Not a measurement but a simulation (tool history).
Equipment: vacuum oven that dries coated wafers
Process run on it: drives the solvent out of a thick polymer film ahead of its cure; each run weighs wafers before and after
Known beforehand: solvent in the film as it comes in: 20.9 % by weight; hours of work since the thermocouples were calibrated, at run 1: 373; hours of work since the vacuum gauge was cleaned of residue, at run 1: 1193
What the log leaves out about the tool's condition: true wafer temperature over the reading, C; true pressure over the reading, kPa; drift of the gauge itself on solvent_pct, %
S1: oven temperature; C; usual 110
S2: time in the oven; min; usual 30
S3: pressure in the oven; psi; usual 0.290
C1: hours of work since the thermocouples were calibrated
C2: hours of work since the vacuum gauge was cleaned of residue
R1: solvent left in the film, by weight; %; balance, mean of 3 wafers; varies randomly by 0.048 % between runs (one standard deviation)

{"run": 1, "day": 0.0, "S1": 110, "S2": 30, "S3": 0.29, "C1": 373, "C2": 1193, "R1": 4.43}
{"run": 2, "day": 4.471, "S1": 110, "S2": 30, "S3": 0.29, "C1": 443, "C2": 1263, "R1": 4.53}
{"run": 3, "day": 7.425, "S1": 110, "S2": 30, "S3": 0.29, "C1": 490, "C2": 1309, "R1": 4.53}
{"run": 4, "day": 10.017, "S1": 110, "S2": 30, "S3": 0.29, "C1": 530, "C2": 1350, "R1": 4.72}
{"run": 5, "day": 13.321, "S1": 110, "S2": 30, "S3": 0.29, "C1": 582, "C2": 1401, "R1": 4.64}
{"run": 6, "day": 16.104, "S1": 110, "S2": 30, "S3": 0.29, "C1": 626, "C2": 1445, "R1": 4.65}
{"run": 7, "day": 19.046, "S1": 110, "S2": 30, "S3": 0.29, "C1": 672, "C2": 1491, "R1": 4.63}
{"run": 8, "day": 23.183, "S1": 113, "S2": 15, "S3": 0.254, "C1": 737, "C2": 1556, "R1": 6.84}
{"run": 9, "day": 26.083, "S1": 110, "S2": 24, "S3": 0.178, "C1": 782, "C2": 1602, "R1": 5.05}
{"day": 29.221, "done": "oven's thermocouples calibrated"}
{"run": 10, "day": 29.954, "S1": 123, "S2": 17, "S3": 0.29, "C1": 12, "C2": 1661, "R1": 2.65}
{"run": 11, "day": 34.475, "S1": 123, "S2": 37, "S3": 0.164, "C1": 82, "C2": 1732, "R1": 0.95}
{"run": 12, "day": 38.592, "S1": 109, "S2": 24, "S3": 0.365, "C1": 147, "C2": 1796, "R1": 6.19}
{"run": 13, "day": 41.954, "S1": 106, "S2": 30, "S3": 0.29, "C1": 200, "C2": 1849, "R1": 5.67}

Each row is a separate what-if for the run after 13, all from the same tool condition, not one after another. Results?
{"run": "A", "day": 45.796, "S1": 108, "S2": 41, "S3": 0.194, "C1": 260, "C2": 1909, "R1": "?"}
{"run": "B", "day": 45.796, "S1": 109, "S2": 30, "S3": 0.789, "C1": 260, "C2": 1909, "R1": "?"}
{"run": "C", "day": 45.796, "S1": 106, "S2": 24, "S3": 0.29, "C1": 260, "C2": 1909, "R1": "?"}
{"run": "D", "day": 45.796, "S1": 110, "S2": 47, "S3": 0.29, "C1": 260, "C2": 1909, "R1": "?"}

run=A R1=3.10
run=B R1=8.16
run=C R1=6.97
run=D R1=3.10
Without the tool's hidden state the same runs would have given:
run=A R1=2.85
run=B R1=7.92
run=C R1=6.73
run=D R1=2.85

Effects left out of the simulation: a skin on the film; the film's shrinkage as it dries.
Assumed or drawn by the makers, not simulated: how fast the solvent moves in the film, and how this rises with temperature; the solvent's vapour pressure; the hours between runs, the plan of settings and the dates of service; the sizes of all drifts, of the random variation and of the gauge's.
